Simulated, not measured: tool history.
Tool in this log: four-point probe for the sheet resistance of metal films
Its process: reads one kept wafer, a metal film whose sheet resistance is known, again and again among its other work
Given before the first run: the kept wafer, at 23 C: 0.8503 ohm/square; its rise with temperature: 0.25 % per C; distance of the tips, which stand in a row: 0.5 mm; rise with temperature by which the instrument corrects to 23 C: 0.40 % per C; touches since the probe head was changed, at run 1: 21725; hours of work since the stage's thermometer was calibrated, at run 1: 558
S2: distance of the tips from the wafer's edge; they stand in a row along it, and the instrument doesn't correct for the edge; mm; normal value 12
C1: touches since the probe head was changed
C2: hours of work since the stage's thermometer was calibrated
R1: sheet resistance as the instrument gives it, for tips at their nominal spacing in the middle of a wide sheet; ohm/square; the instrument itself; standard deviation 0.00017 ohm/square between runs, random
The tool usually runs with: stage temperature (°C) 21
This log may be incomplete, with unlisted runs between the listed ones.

{"run": 1, "hour": 0.0, "stage temperature (°C)": 21, "S2": 12, "C1": 21725, "C2": 558, "R1": 0.854124}
{"run": 2, "hour": 30.4, "stage temperature (°C)": 21, "S2": 12, "C1": 22398, "C2": 582, "R1": 0.853496}
{"run": 3, "hour": 48.5, "stage temperature (°C)": 21, "S2": 12, "C1": 22798, "C2": 596, "R1": 0.853552}
{"run": 4, "hour": 81.0, "stage temperature (°C)": 21, "S2": 12, "C1": 23518, "C2": 622, "R1": 0.853233}
{"run": 5, "hour": 96.6, "stage temperature (°C)": 21, "S2": 12, "C1": 23864, "C2": 635, "R1": 0.853475}
{"run": 6, "hour": 117.7, "stage temperature (°C)": 21, "S2": 12, "C1": 24331, "C2": 652, "R1": 0.853417}
{"run": 7, "hour": 141.2, "stage temperature (°C)": 21, "S2": 12, "C1": 24850, "C2": 670, "R1": 0.853452}
{"run": 8, "hour": 175.8, "stage temperature (°C)": 21, "S2": 12, "C1": 25618, "C2": 698, "R1": 0.853436}
{"run": 9, "hour": 198.2, "stage temperature (°C)": 21, "S2": 12, "C1": 26113, "C2": 716, "R1": 0.85321}
{"run": 10, "hour": 226.9, "stage temperature (°C)": 21, "S2": 12, "C1": 26749, "C2": 739, "R1": 0.8528}
{"run": 11, "hour": 262.1, "stage temperature (°C)": 21, "S2": 12, "C1": 27528, "C2": 767, "R1": 0.853374}
{"run": 12, "hour": 277.7, "stage temperature (°C)": 21, "S2": 12, "C1": 27873, "C2": 779, "R1": 0.852727}
{"run": 13, "hour": 305.5, "stage temperature (°C)": 21, "S2": 12, "C1": 28489, "C2": 801, "R1": 0.852674}
{"run": 14, "hour": 324.2, "stage temperature (°C)": 21, "S2": 12, "C1": 28902, "C2": 816, "R1": 0.852877}
{"run": 15, "hour": 340.6, "stage temperature (°C)": 21, "S2": 12, "C1": 29266, "C2": 829, "R1": 0.852672}
{"run": 16, "hour": 367.7, "stage temperature (°C)": 21, "S2": 12, "C1": 29866, "C2": 851, "R1": 0.85266}
{"run": 17, "hour": 394.2, "stage temperature (°C)": 21, "S2": 12, "C1": 30451, "C2": 872, "R1": 0.852565}
{"run": 18, "hour": 426.0, "stage temperature (°C)": 21, "S2": 12, "C1": 31156, "C2": 897, "R1": 0.852385}
{"run": 19, "hour": 442.0, "stage temperature (°C)": 21, "S2": 19, "C1": 31511, "C2": 910, "R1": 0.852017}
{"run": 20, "hour": 471.9, "stage temperature (°C)": 21, "S2": 19, "C1": 32172, "C2": 934, "R1": 0.851614}
{"run": 21, "hour": 500.7, "stage temperature (°C)": 21, "S2": 19, "C1": 32810, "C2": 957, "R1": 0.85187}
{"run": 22, "hour": 531.2, "stage temperature (°C)": 21, "S2": 12, "C1": 33484, "C2": 981, "R1": 0.852305}
{"run": 23, "hour": 564.7, "stage temperature (°C)": 21, "S2": 12, "C1": 34225, "C2": 1008, "R1": 0.851851}
{"run": 24, "hour": 591.3, "stage temperature (°C)": 22, "S2": 5, "C1": 34814, "C2": 1029, "R1": 0.85438}
{"run": 25, "hour": 607.9, "stage temperature (°C)": 23, "S2": 53, "C1": 35181, "C2": 1042, "R1": 0.848609}
{"run": 26, "hour": 625.4, "stage temperature (°C)": 23, "S2": 53, "C1": 35570, "C2": 1056, "R1": 0.848454}
{"run": 27, "hour": 657.4, "stage temperature (°C)": 21, "S2": 12, "C1": 36279, "C2": 1081, "R1": 0.851736}
{"run": 28, "hour": 677.1, "stage temperature (°C)": 21, "S2": 25, "C1": 36715, "C2": 1097, "R1": 0.850958}
{"run": 29, "hour": 698.1, "stage temperature (°C)": 21, "S2": 25, "C1": 37179, "C2": 1114, "R1": 0.850792}
{"run": 30, "hour": 718.8, "stage temperature (°C)": 28, "S2": 55, "C1": 37636, "C2": 1130, "R1": 0.841694}
{"run": 31, "hour": 748.8, "stage temperature (°C)": 27, "S2": 5, "C1": 38302, "C2": 1154, "R1": 0.847427}
{"run": 32, "hour": 767.9, "stage temperature (°C)": 27, "S2": 5, "C1": 38724, "C2": 1169, "R1": 0.847626}
{"run": 33, "hour": 784.6, "stage temperature (°C)": 19, "S2": 12, "C1": 39094, "C2": 1183, "R1": 0.853841}
{"run": 34, "hour": 807.9, "stage temperature (°C)": 19, "S2": 12, "C1": 39611, "C2": 1201, "R1": 0.853693}
{"run": 35, "hour": 827.3, "stage temperature (°C)": 20, "S2": 6, "C1": 40040, "C2": 1217, "R1": 0.854844}
{"run": 36, "hour": 847.0, "stage temperature (°C)": 20, "S2": 6, "C1": 40476, "C2": 1233, "R1": 0.855024}
{"run": 37, "hour": 867.5, "stage temperature (°C)": 21, "S2": 29, "C1": 40930, "C2": 1249, "R1": 0.850372}
{"run": 38, "hour": 890.9, "stage temperature (°C)": 21, "S2": 29, "C1": 41446, "C2": 1267, "R1": 0.850589}
{"run": 39, "hour": 920.4, "stage temperature (°C)": 20, "S2": 45, "C1": 42101, "C2": 1291, "R1": 0.85129}
{"run": 40, "hour": 938.6, "stage temperature (°C)": 20, "S2": 45, "C1": 42502, "C2": 1305, "R1": 0.851751}
{"run": 41, "hour": 967.9, "stage temperature (°C)": 20, "S2": 45, "C1": 43152, "C2": 1329, "R1": 0.851242}
{"run": 42, "hour": 996.5, "stage temperature (°C)": 19, "S2": 12, "C1": 43786, "C2": 1352, "R1": 0.853346}
{"run": 43, "hour": 1023.1, "stage temperature (°C)": 20, "S2": 3, "C1": 44373, "C2": 1373, "R1": 0.863813}
{"run": 44, "hour": 1044.9, "stage temperature (°C)": 20, "S2": 3, "C1": 44856, "C2": 1390, "R1": 0.863566}

Branching from run 44: 3 alternative next runs. What would each branch give?
{"run": "A", "hour": 1077.4, "stage temperature (°C)": 31, "S2": 3, "C1": 45577, "C2": 1416, "R1": "?"}
{"run": "B", "hour": 1077.4, "stage temperature (°C)": 21, "S2": 55, "C1": 45577, "C2": 1416, "R1": "?"}
{"run": "C", "hour": 1077.4, "stage temperature (°C)": 28, "S2": 31, "C1": 45577, "C2": 1416, "R1": "?"}

run=A R1=0.849334
run=B R1=0.84969
run=C R1=0.840561
The same runs, with their run-to-run variation unchanged, on a tool lacking any hidden condition would have given:
run=A R1=0.852719
run=B R1=0.853055
run=C R1=0.843908
